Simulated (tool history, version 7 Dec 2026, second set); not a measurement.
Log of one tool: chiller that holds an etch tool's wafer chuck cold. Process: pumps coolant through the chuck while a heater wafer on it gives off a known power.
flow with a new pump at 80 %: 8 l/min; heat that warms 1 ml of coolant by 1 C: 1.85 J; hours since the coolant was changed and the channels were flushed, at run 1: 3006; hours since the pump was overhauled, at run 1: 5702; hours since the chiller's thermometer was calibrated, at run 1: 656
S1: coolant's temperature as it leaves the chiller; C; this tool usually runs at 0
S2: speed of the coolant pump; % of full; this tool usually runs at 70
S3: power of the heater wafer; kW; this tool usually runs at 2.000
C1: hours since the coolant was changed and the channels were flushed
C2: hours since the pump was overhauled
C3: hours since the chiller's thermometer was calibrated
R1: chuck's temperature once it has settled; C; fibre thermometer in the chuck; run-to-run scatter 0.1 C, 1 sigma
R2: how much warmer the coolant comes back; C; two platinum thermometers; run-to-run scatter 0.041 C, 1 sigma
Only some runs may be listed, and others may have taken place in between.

Run 1, hour 0.0: usual settings; C1 3006; C2 5702; C3 656. Result: R1 25.7 C, R2 10.19 C.
Run 2, hour 118.8: usual settings; C1 3124; C2 5821; C3 775. Result: R1 25.8 C, R2 10.19 C.
Run 3, hour 335.2: usual settings; C1 3341; C2 6037; C3 992. Result: R1 26.1 C, R2 10.28 C.
Run 4, hour 503.2: usual settings; C1 3509; C2 6205; C3 1160. Result: R1 26.0 C, R2 10.26 C.
Run 5, hour 639.5: usual settings; C1 3645; C2 6342; C3 1296. Result: R1 26.3 C, R2 10.28 C.
Run 6, hour 780.6: usual settings but S1 5 C; C1 3786; C2 6483; C3 1437. Result: R1 31.2 C, R2 10.32 C.
Run 7, hour 942.2: usual settings but S2 78 % of full, S3 1.525 kW; C1 3948; C2 6644; C3 1599. Result: R1 18.2 C, R2 6.99 C.
At hour 957.9: coolant pump overhauled.
Run 8, hour 1102.5: usual settings but S2 75 % of full, S3 1.462 kW; C1 4103; C2 145; C3 1754. Result: R1 19.2 C, R2 7.47 C.
Run 9, hour 1330.2: usual settings but S1 8 C, S3 1.557 kW; C1 4331; C2 372; C3 1982. Result: R1 29.8 C, R2 8.66 C.
Run 10, hour 1425.7: usual settings but S1 8 C, S3 1.557 kW; C1 4426; C2 468; C3 2077. Result: R1 30.1 C, R2 8.75 C.

4 options for the next run, each taken on its own from the tool as it stands now. Forecast them:
Run A, hour 1587.9: usual settings but S2 84 % of full, S3 1.839 kW; C1 4588; C2 630; C3 2239. Result: R1 ?, R2 ?.
Run B, hour 1587.9: usual settings but S1 8 C, S2 67 % of full, S3 1.557 kW; C1 4588; C2 630; C3 2239. Result: R1 ?, R2 ?.
Run C, hour 1587.9: usual settings but S1 -7 C, S2 82 % of full, S3 2.005 kW; C1 4588; C2 630; C3 2239. Result: R1 ?, R2 ?.
Run D, hour 1587.9: usual settings but S1 3 C, S2 93 % of full, S3 2.220 kW; C1 4588; C2 630; C3 2239. Result: R1 ?, R2 ?.

run    R1    R2
  A  21.9  8.32
  B  31.0  9.08
  C  17.5  9.35
  D  27.1  8.93
Without the tool's hidden state the same runs would have given:
run    R1    R2
  A  17.6  7.00
  B  26.5  7.64
  C  12.7  7.87
  D  22.4  7.50

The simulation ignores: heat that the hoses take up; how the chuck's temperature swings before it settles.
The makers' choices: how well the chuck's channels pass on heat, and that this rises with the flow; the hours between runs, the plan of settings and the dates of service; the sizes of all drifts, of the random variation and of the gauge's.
